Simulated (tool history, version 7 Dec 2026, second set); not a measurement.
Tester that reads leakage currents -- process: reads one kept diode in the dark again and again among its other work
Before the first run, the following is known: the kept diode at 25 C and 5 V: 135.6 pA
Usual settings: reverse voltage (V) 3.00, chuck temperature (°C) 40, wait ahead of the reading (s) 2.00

run,hour,reverse voltage (V),chuck temperature (°C),wait ahead of the reading (s),current that the tester gives (pA)
1,0.0,3.00,40,2.00,307.56
2,66.4,3.00,40,2.00,307.99
3,163.5,3.00,54,2.00,766.63
4,282.6,15.66,40,2.00,597.16
5,431.8,3.00,40,2.00,302.92
6,501.5,3.00,40,2.00,302.72
7,626.7,8.23,40,2.00,451.87
8,787.0,8.23,40,2.00,452.90
9,885.6,8.23,50,2.00,879.05
# hour 927.5: probe card cleaned and baked
10,1013.7,3.00,40,1.04,296.67
# hour 1054.3: tester calibrated
11,1177.1,3.00,26,1.04,106.00
12,1284.2,2.37,26,1.04,95.76
# hour 1320.3: tester calibrated, once more
13,1430.4,2.37,26,1.04,99.50
14,1569.2,3.00,40,2.00,296.41
15,1647.0,3.00,40,2.00,296.50
16,1747.2,3.00,40,2.00,294.22
# hour 1837.9: chuck's temperature calibrated
17,1862.5,3.00,40,2.00,330.21
18,1951.9,3.00,40,2.00,329.15
19,2092.0,3.00,40,0.46,328.24
20,2242.0,3.00,25,2.00,111.37
21,2311.2,3.00,21,7.49,81.26
22,2377.4,11.50,44,2.30,727.16
23,2480.4,11.50,44,2.30,728.90
24,2553.1,1.03,34,2.11,137.13
25,2673.7,11.66,34,2.11,368.56
26,2835.7,3.00,44,2.91,416.83
27,2969.8,3.00,40,0.83,318.71

What will run 28 give?
28,3126.3,3.00,40,0.83,?

{"run 28": {"current that the tester gives (pA)": 317.73}}
Were there no unlogged condition in the tool, this run, its random variation unchanged, would have produced current that the tester gives (pA) 329.44.
